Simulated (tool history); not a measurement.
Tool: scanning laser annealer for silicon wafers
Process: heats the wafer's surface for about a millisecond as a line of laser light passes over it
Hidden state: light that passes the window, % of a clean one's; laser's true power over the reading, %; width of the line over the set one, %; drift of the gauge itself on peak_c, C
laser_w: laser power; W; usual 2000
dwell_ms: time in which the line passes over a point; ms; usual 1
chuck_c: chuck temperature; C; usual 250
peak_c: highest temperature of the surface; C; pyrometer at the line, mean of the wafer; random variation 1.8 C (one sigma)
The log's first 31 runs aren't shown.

run,hour,laser_w,dwell_ms,chuck_c,hours of work since the window was cleaned,hours of work since the power meter was calibrated,hours of work since the optics were aligned,peak_c
32,219.5,1736,1.16,250,195,170,1265,890
33,223.6,1721,1,282,197,172,1267,861
34,231.3,1721,1,282,201,176,1271,859
35,237.1,2000,0.81,250,204,179,1274,878
36,241.8,2111,1,250,207,181,1276,1012
37,249.4,1980,0.9,284,211,185,1280,944
38,255.3,1808,1.13,286,214,188,1283,949
39,263.9,1865,1,250,218,192,1288,895
40,273,2082,1,250,223,197,1292,997

5 ways to go on from here, each from the tool as it stands after run 40. What would each give?
A,277.8,1739,0.72,213,225,199,1295,?
B,277.8,1992,1.2,271,225,199,1295,?
C,277.8,1857,1,212,225,199,1295,?
D,277.8,2082,0.88,257,225,199,1295,?
E,277.8,1707,0.84,250,225,199,1295,?

run,peak_c
A,702
B,1051
C,851
D,949
E,767
Without the tool's hidden state the same runs would have given:
run,peak_c
A,733
B,1100
C,892
D,993
E,800

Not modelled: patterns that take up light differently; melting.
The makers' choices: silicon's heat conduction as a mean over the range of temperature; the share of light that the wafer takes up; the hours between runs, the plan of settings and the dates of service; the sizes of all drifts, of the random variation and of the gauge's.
